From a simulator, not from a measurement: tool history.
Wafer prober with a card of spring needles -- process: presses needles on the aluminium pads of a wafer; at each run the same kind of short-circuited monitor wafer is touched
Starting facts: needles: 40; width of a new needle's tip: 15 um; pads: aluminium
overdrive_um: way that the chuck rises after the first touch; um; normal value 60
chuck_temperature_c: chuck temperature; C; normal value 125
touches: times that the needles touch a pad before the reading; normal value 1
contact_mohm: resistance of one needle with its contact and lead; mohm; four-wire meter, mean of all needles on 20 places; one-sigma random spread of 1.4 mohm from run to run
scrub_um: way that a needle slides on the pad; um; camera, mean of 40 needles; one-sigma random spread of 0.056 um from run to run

run	hour	overdrive_um	chuck_temperature_c	touches	contact_mohm	scrub_um
1	0.0	60	125	1	194	14.53
# hour 10.2: tips cleaned on abrasive film
# hour 23.0: tips cleaned on abrasive film
2	32.6	60	69	1	255	14.46
# hour 35.2: tips cleaned on abrasive film
# hour 48.1: tips cleaned on abrasive film
# hour 58.4: tips cleaned on abrasive film
3	68.4	46	69	1	341	10.98
# hour 71.0: tips cleaned on abrasive film
# hour 81.3: tips cleaned on abrasive film
# hour 94.1: tips cleaned on abrasive film
4	99.0	46	69	1	289	10.83
# hour 106.8: tips cleaned on abrasive film
# hour 117.1: tips cleaned on abrasive film
# hour 129.9: tips cleaned on abrasive film
# hour 142.8: tips cleaned on abrasive film
5	149.0	46	69	1	309	10.71
# hour 154.2: tips cleaned on abrasive film
# hour 164.5: tips cleaned on abrasive film
# hour 177.4: tips cleaned on abrasive film
# hour 187.9: height of the first contact set anew
# hour 190.5: tips cleaned on abrasive film
6	195.6	66	49	1	198	16.52
# hour 200.9: tips cleaned on abrasive film
# hour 211.2: tips cleaned on abrasive film
# hour 224.0: tips cleaned on abrasive film
# hour 234.3: tips cleaned on abrasive film
# hour 247.2: tips cleaned on abrasive film
7	254.5	58	57	1	243	14.25

For run 8, what comes out?
# hour 259.7: tips cleaned on abrasive film
# hour 270.0: tips cleaned on abrasive film
# hour 280.3: tips cleaned on abrasive film
# hour 293.2: tips cleaned on abrasive film
# hour 306.0: tips cleaned on abrasive film
8	313.8	79	43	2	?	?

contact_mohm: 164 mohm
scrub_um: 19.29 um
On a tool with no hidden condition, and with the same random variation, this run would have come out at contact_mohm 113 mohm, scrub_um 19.57 um.

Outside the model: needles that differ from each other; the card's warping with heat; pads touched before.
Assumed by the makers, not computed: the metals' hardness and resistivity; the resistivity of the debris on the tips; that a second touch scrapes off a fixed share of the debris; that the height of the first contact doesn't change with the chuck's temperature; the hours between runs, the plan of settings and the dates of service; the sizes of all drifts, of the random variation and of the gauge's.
